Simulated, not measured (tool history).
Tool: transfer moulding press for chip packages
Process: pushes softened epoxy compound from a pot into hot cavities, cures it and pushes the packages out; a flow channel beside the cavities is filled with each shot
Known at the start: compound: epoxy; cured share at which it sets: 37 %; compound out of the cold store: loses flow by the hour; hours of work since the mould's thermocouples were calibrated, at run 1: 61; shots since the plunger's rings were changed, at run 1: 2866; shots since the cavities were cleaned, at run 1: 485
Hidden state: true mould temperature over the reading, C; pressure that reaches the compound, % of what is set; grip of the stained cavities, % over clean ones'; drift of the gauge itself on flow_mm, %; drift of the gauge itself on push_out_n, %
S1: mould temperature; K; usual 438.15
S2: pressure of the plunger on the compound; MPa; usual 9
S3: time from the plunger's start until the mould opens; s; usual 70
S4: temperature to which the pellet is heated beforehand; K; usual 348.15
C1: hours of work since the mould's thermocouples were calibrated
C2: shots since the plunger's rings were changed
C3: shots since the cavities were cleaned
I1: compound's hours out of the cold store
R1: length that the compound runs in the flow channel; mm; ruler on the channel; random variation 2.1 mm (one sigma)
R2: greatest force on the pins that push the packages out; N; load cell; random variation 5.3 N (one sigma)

Run 1, hour 0: usual settings; C1 61; C2 2866; C3 485; I1 18.8. Result: R1 494 mm, R2 313 N.
At hour 11.3: cavities cleaned with cleaning compound and waxed.
At hour 20.6: plunger's sealing rings changed.
Run 2, hour 28.5: usual settings; C1 78; C2 124; C3 231; I1 12.4. Result: R1 528 mm, R2 298 N.
At hour 57.7: cavities cleaned with cleaning compound and waxed.
Run 3, hour 61.8: usual settings but S3 58 s; C1 99; C2 621; C3 64; I1 42.2. Result: R1 493 mm, R2 395 N.
Run 4, hour 94.8: usual settings but S3 94 s; C1 121; C2 1137; C3 580; I1 12. Result: R1 520 mm, R2 224 N.
At hour 101.2: cavities cleaned with cleaning compound and waxed.
At hour 143.2: cavities cleaned with cleaning compound and waxed.
Run 5, hour 156.6: usual settings but S3 94 s; C1 160; C2 2057; C3 209; I1 32.3. Result: R1 485 mm, R2 191 N.
At hour 185.4: cavities cleaned with cleaning compound and waxed.
Run 6, hour 195.9: usual settings but S3 94 s; C1 186; C2 2649; C3 165; I1 31.8. Result: R1 482 mm, R2 185 N.
Run 7, hour 224.5: usual settings but S3 94 s; C1 205; C2 3097; C3 613; I1 45.5. Result: R1 463 mm, R2 216 N.
At hour 232.7: plunger's sealing rings changed.
At hour 234.2: cavities cleaned with cleaning compound and waxed.
Run 8, hour 260: usual settings; C1 226; C2 403; C3 403; I1 46. Result: R1 489 mm, R2 290 N.
At hour 276.9: cavities cleaned with cleaning compound and waxed.
At hour 322.5: cavities cleaned with cleaning compound and waxed.
Run 9, hour 323.1: usual settings; C1 266; C2 1343; C3 8; I1 31.8. Result: R1 490 mm, R2 241 N.
Run 10, hour 355.4: usual settings but S2 8.76 MPa; C1 287; C2 1849; C3 514; I1 13.9. Result: R1 499 mm, R2 303 N.
At hour 368.8: cavities cleaned with cleaning compound and waxed.
Run 11, hour 404.3: usual settings but S2 8.76 MPa; C1 319; C2 2591; C3 556; I1 13.6. Result: R1 490 mm, R2 299 N.
At hour 411.1: cavities cleaned with cleaning compound and waxed.
Run 12, hour 432.8: usual settings; C1 337; C2 3013; C3 339; I1 12. Result: R1 498 mm, R2 285 N.
At hour 441.9: plunger's sealing rings changed.
At hour 457.8: cavities cleaned with cleaning compound and waxed.
Run 13, hour 491.4: usual settings but S2 7.36 MPa; C1 373; C2 751; C3 527; I1 13.8. Result: R1 471 mm, R2 299 N.
At hour 501.5: cavities cleaned with cleaning compound and waxed.
Run 14, hour 540.9: usual settings but S2 7.36 MPa; C1 405; C2 1501; C3 617; I1 47.7. Result: R1 430 mm, R2 302 N.
At hour 547.7: cavities cleaned with cleaning compound and waxed.
At hour 565.9: mould's thermocouples calibrated.
At hour 592.4: cavities cleaned with cleaning compound and waxed.
Run 15, hour 592.5: usual settings but S1 444.15 K; C1 17; C2 2229; C3 0; I1 32. Result: R1 478 mm, R2 188 N.
At hour 636.7: cavities cleaned with cleaning compound and waxed.
Run 16, hour 647.9: usual settings but S1 436.15 K, S2 7.04 MPa, S3 55 s, S4 344.15 K; C1 53; C2 3072; C3 174; I1 13.7. Result: R1 440 mm, R2 579 N.
At hour 654.2: plunger's sealing rings changed.
At hour 681.6: cavities cleaned with cleaning compound and waxed.
Run 17, hour 695.2: usual settings but S1 436.15 K, S2 7.04 MPa, S3 55 s, S4 344.15 K; C1 82; C2 618; C3 213; I1 34.1. Result: R1 448 mm, R2 538 N.
At hour 724.8: cavities cleaned with cleaning compound and waxed.
Run 18, hour 750.9: usual settings but S1 436.15 K, S2 7.04 MPa, S3 75 s, S4 340.15 K; C1 118; C2 1466; C3 409; I1 11.7. Result: R1 457 mm, R2 315 N.
At hour 769.6: cavities cleaned with cleaning compound and waxed.
Run 19, hour 779.3: usual settings but S1 436.15 K, S2 10.39 MPa, S3 105 s, S4 351.15 K; C1 136; C2 1886; C3 152; I1 25.8. Result: R1 534 mm, R2 182 N.
At hour 812: cavities cleaned with cleaning compound and waxed.
Run 20, hour 815.4: usual settings but S1 432.15 K, S2 10.39 MPa, S3 105 s, S4 351.15 K; C1 159; C2 2428; C3 54; I1 34. Result: R1 526 mm, R2 187 N.
At hour 855.6: cavities cleaned with cleaning compound and waxed.
Run 21, hour 858.8: usual settings but S1 436.15 K, S2 10.58 MPa, S4 353.15 K; C1 187; C2 3083; C3 50; I1 42.5. Result: R1 513 mm, R2 286 N.
At hour 865.7: plunger's sealing rings changed.
At hour 903.3: cavities cleaned with cleaning compound and waxed.
Run 22, hour 913.6: usual settings but S2 8.7 MPa, S3 61 s; C1 221; C2 727; C3 162; I1 19.2. Result: R1 506 mm, R2 358 N.
At hour 947.8: cavities cleaned with cleaning compound and waxed.
Run 23, hour 947.8: usual settings but S1 433.15 K, S2 8.7 MPa, S4 347.15 K; C1 243; C2 1239; C3 0; I1 17.8. Result: R1 510 mm, R2 353 N.
At hour 993.9: cavities cleaned with cleaning compound and waxed.
Run 24, hour 1000.7: usual settings but S3 65 s, S4 354.15 K; C1 277; C2 2042; C3 105; I1 32.1. Result: R1 486 mm, R2 295 N.
At hour 1036.7: cavities cleaned with cleaning compound and waxed.
Run 25, hour 1057.7: usual settings but S3 65 s, S4 354.15 K; C1 314; C2 2910; C3 328; I1 32.3. Result: R1 479 mm, R2 323 N.

5 ways to go on from here, each from the tool as it stands after run 25. What would each give?
At hour 1073.7: plunger's sealing rings changed.
At hour 1083.2: cavities cleaned with cleaning compound and waxed.
Run A, hour 1120.6: usual settings but S2 8.7 MPa; C1 353; C2 710; C3 584; I1 29.4. Result: R1 ?, R2 ?.
At hour 1073.7: plunger's sealing rings changed.
At hour 1083.2: cavities cleaned with cleaning compound and waxed.
Run B, hour 1120.6: usual settings but S1 434.15 K, S3 78 s; C1 353; C2 710; C3 584; I1 28.2. Result: R1 ?, R2 ?.
At hour 1073.7: plunger's sealing rings changed.
At hour 1083.2: cavities cleaned with cleaning compound and waxed.
Run C, hour 1120.6: usual settings but S3 104 s, S4 354.15 K; C1 353; C2 710; C3 584; I1 29.4. Result: R1 ?, R2 ?.
At hour 1073.7: plunger's sealing rings changed.
At hour 1083.2: cavities cleaned with cleaning compound and waxed.
Run D, hour 1120.6: usual settings but S4 340.15 K; C1 353; C2 710; C3 584; I1 20.7. Result: R1 ?, R2 ?.
At hour 1073.7: plunger's sealing rings changed.
At hour 1083.2: cavities cleaned with cleaning compound and waxed.
Run E, hour 1120.6: usual settings but S1 436.15 K, S2 7.78 MPa, S3 65 s, S4 355.15 K; C1 353; C2 710; C3 584; I1 14.5. Result: R1 ?, R2 ?.

run   R1   R2
  A  492  295
  B  504  308
  C  502  210
  D  508  322
  E  480  409
Without the tool's hidden state the same runs would have given:
run   R1   R2
  A  502  235
  B  515  246
  C  512  162
  D  518  259
  E  490  330
